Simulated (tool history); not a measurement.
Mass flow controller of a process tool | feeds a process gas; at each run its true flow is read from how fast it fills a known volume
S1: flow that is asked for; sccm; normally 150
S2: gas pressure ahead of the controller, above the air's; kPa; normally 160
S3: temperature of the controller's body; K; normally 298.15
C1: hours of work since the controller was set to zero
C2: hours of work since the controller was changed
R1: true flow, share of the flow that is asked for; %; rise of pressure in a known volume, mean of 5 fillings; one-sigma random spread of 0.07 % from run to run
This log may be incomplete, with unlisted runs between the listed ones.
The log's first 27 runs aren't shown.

run      day   S1   S2      S3    C1    C2      R1
 28  236.767  297  184  298.15  4675  4675  103.84
 29  245.921  189  146  307.15  4787  4787  103.76
 30  253.904  150  206  294.15  4886  4886  106.25
 31  263.042  150  206  294.15  4999  4999  106.18
 32  273.788  459  162  298.15  5131  5131  103.64
 33  285.121  459  162  298.15  5271  5271  103.76
 34  292.846  459  162  298.15  5367  5367  103.74
 35  302.650  459  162  297.15  5487  5487  103.93
 36  311.771  168  239  294.15  5600  5600  106.86
 37  320.500  168  178  294.15  5708  5708  106.69

Below are 4 alternative next runs, each starting from the tool's condition after run 37. Predict each:
  A  328.433  149  178  303.15  5806  5806   ?
  B  328.433  168  166  294.15  5806  5806   ?
  C  328.433  208  160  298.15  5806  5806   ?
  D  328.433  109  197  294.15  5806  5806   ?

run      R1
  A  106.47
  B  106.68
  C  105.58
  D  109.11
What these runs would have given with no unlogged condition in the tool:
run     R1
  A  98.74
  B  99.50
  C  99.23
  D  99.59

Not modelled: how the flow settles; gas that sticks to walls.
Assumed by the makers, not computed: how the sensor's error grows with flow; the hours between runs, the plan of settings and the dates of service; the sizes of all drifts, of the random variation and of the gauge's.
